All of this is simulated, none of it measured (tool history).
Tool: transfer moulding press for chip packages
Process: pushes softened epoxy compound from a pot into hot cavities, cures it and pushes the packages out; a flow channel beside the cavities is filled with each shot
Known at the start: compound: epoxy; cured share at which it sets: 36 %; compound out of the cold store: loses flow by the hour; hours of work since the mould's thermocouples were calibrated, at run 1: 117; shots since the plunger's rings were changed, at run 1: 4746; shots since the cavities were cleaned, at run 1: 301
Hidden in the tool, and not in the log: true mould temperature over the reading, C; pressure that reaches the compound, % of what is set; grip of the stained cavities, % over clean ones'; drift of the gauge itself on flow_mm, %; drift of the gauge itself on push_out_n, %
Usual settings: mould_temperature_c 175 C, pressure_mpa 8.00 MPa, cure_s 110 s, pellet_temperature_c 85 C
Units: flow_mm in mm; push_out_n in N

run     day  mould_temperature_c  pressure_mpa  cure_s  pellet_temperature_c  hours of work since the mould's thermocouples were calibrated  shots since the plunger's rings were changed  shots since the cavities were cleaned  incoming compound's hours out of the cold store  flow_mm  push_out_n
  1   0.000                  175          8.00     110                    85                                                            117                                          4746                                    301                                             23.7      669         460
  2   0.746                  175          8.00     110                    85                                                            125                                          4893                                    448                                             18.4      677         520
  3   1.892                  175          8.00     110                    85                                                            138                                          5120                                    675                                             31.2      655         575
      2.571  -- cavities cleaned with cleaning compound and waxed
      2.900  -- plunger's sealing rings changed
  4   3.312                  175          8.00     110                    85                                                            152                                            82                                    126                                             20.1      732         410
  5   4.575                  175          8.00     110                    85                                                            167                                           332                                    376                                             38.3      696         509
  6   5.392                  175          8.00     110                    85                                                            176                                           494                                    538                                             31.0      702         542
  7   6.642                  175          8.00      99                    85                                                            190                                           741                                    785                                             38.6      680         660
      6.762  -- cavities cleaned with cleaning compound and waxed
  8   7.396                  175          8.00     110                    85                                                            198                                           878                                    125                                             33.3      689         386
  9   7.975                  175          8.00     110                    85                                                            205                                           993                                    240                                             33.3      698         439
 10   8.950                  175          8.00     110                    85                                                            216                                          1185                                    432                                             40.6      685         527
 11   9.779                  175          8.00     110                    89                                                            225                                          1349                                    596                                             37.9      681         548
 12  10.442                  175          8.00     110                    85                                                            233                                          1481                                    728                                              9.3      736         585
     10.883  -- cavities cleaned with cleaning compound and waxed
 13  11.454                  175          8.00     110                    85                                                            243                                          1668                                    112                                             16.7      717         375
 14  12.179                  175          8.00     110                    85                                                            252                                          1812                                    256                                             47.3      663         428
 15  13.183                  176          8.00     121                    85                                                            263                                          2010                                    454                                             34.1      678         468
 16  14.392                  176          8.00     121                    85                                                            277                                          2250                                    694                                             18.5      714         513
     14.992  -- cavities cleaned with cleaning compound and waxed
 17  15.308                  168          7.90     140                    83                                                            287                                          2419                                     63                                             40.3      677         342
     15.446  -- mould's thermocouples calibrated
 18  16.112                  168          7.90     140                    83                                                              8                                          2562                                    206                                             27.0      697         406
 19  17.117                  168          9.18     129                    83                                                             19                                          2760                                    404                                             38.6      717         520
 20  17.738                  179          6.47     110                    89                                                             26                                          2883                                    527                                             46.6      572         496
 21  18.279                  175          7.26     100                    85                                                             32                                          2990                                    634                                             32.2      643         643
     19.217  -- cavities cleaned with cleaning compound and waxed
 22  19.454                  169          8.48      92                    90                                                             45                                          3210                                     47                                             39.4      683         642
 23  20.700                  169          9.74     114                    87                                                             59                                          3457                                    294                                             13.3      790         594
     20.967  -- mould's thermocouples calibrated, once more
 24  21.938                  169          9.74     114                    87                                                             11                                          3685                                    522                                             32.6      746         657
 25  22.471                  170          9.74     114                    81                                                             17                                          3791                                    628                                             17.7      769         706
     23.400  -- cavities cleaned with cleaning compound and waxed
 26  23.479                  168          9.79     128                    80                                                             28                                          3978                                     15                                             33.8      736         337
 27  24.717                  178          8.00     110                    77                                                             42                                          4223                                    260                                             12.0      705         426
 28  25.938                  178          8.00     110                    77                                                             56                                          4465                                    502                                             37.2      644         501

How the hidden state differs across the entries between the runs, from the last listed run before each to the first after it:
Between runs 3 and 4: cavities cleaned with cleaning compound and waxed (day 2.571); plunger's sealing rings changed (day 2.900)
  true mould temperature over the reading, C: -0.19 -> -0.17; pressure that reaches the compound, % of what is set: 84.34 -> 99.14; grip of the stained cavities, % over clean ones': 87.9 -> 31.2
  measured less the result without the state, flow_mm: -58 -> -3 mm; push_out_n: +270 -> +99 N
Between runs 7 and 8: cavities cleaned with cleaning compound and waxed (day 6.762)
  true mould temperature over the reading, C: -0.12 -> -0.1; pressure that reaches the compound, % of what is set: 97.04 -> 96.61; grip of the stained cavities, % over clean ones': 94.4 -> 30
  measured less the result without the state, flow_mm: -10 -> -12 mm; push_out_n: +325 -> +92 N
Between runs 12 and 13: cavities cleaned with cleaning compound and waxed (day 10.883)
  true mould temperature over the reading, C: -0.06 -> -0.04; pressure that reaches the compound, % of what is set: 94.66 -> 94.09; grip of the stained cavities, % over clean ones': 92.1 -> 24.5
  measured less the result without the state, flow_mm: -20 -> -22 mm; push_out_n: +281 -> +73 N
Between runs 16 and 17: cavities cleaned with cleaning compound and waxed (day 14.992)
  true mould temperature over the reading, C: 0 -> 0.02; pressure that reaches the compound, % of what is set: 92.27 -> 91.75; grip of the stained cavities, % over clean ones': 88.9 -> 16.2
  measured less the result without the state, flow_mm: -30 -> -30 mm; push_out_n: +240 -> +49 N
Between runs 17 and 18: mould's thermocouples calibrated (day 15.446)
  true mould temperature over the reading, C: 0.02 -> 0.04; pressure that reaches the compound, % of what is set: 91.75 -> 91.3; grip of the stained cavities, % over clean ones': 16.2 -> 42.5
  measured less the result without the state, flow_mm: -30 -> -33 mm; push_out_n: +49 -> +122 N
Between runs 21 and 22: cavities cleaned with cleaning compound and waxed (day 19.217)
  true mould temperature over the reading, C: 0.08 -> 0.09; pressure that reaches the compound, % of what is set: 89.97 -> 89.32; grip of the stained cavities, % over clean ones': 87 -> 13
  measured less the result without the state, flow_mm: -35 -> -40 mm; push_out_n: +297 -> +70 N
Between runs 23 and 24: mould's thermocouples calibrated, once more (day 20.967)
  true mould temperature over the reading, C: 0.11 -> -0.39; pressure that reaches the compound, % of what is set: 88.53 -> 87.86; grip of the stained cavities, % over clean ones': 56.4 -> 79.2
  measured less the result without the state, flow_mm: -50 -> -49 mm; push_out_n: +211 -> +297 N
Between runs 25 and 26: cavities cleaned with cleaning compound and waxed (day 23.400)
  true mould temperature over the reading, C: -0.38 -> -0.37; pressure that reaches the compound, % of what is set: 87.55 -> 86.99; grip of the stained cavities, % over clean ones': 86.4 -> 4
  measured less the result without the state, flow_mm: -53 -> -53 mm; push_out_n: +336 -> +19 N

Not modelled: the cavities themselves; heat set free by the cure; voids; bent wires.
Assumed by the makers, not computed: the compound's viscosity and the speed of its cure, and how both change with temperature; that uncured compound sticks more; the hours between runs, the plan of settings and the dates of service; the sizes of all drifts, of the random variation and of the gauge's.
